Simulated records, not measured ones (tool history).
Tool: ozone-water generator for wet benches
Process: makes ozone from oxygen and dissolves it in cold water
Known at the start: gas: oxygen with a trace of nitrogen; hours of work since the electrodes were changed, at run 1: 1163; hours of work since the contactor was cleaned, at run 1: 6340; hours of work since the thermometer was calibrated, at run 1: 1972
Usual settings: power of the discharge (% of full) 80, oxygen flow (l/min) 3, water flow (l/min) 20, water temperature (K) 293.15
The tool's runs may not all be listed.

run,day,power of the discharge (% of full),oxygen flow (l/min),water flow (l/min),water temperature (K),hours of work since the electrodes were changed,hours of work since the contactor was cleaned,hours of work since the thermometer was calibrated,dissolved ozone (ppm),ozone in the gas ahead of the water (g/m3)
1,0,80,3,20,293.15,1163,6340,1972,24.5,310.2
2,1.204,80,3,20,293.15,1187,6365,1996,24.5,312.6
3,3.85,66,3,20,293.15,1241,6419,2051,20.8,262.6
4,5.529,80,3,13,293.15,1276,6453,2085,34.4,308.8
5,8.104,54,3,20,293.15,1328,6506,2138,17.5,218.5
6,10.358,80,3,20,293.15,1375,6552,2184,24.8,309
7,12.071,88,3,25,298.15,1409,6587,2219,21.1,337.3
8,14.304,88,3,25,298.15,1455,6633,2264,20.8,335.5
9,15.538,71,2.8,18,299.15,1480,6658,2289,22,282.5

Run 10 comes next. What will it give?
10,17.45,81,2.8,18,299.15,1519,6697,2329,?,?

dissolved ozone (ppm): 24.6
ozone in the gas ahead of the water (g/m3): 318.5
Without the tool's hidden state the same run would have given dissolved ozone (ppm) 24.6, ozone in the gas ahead of the water (g/m3) 320.7.

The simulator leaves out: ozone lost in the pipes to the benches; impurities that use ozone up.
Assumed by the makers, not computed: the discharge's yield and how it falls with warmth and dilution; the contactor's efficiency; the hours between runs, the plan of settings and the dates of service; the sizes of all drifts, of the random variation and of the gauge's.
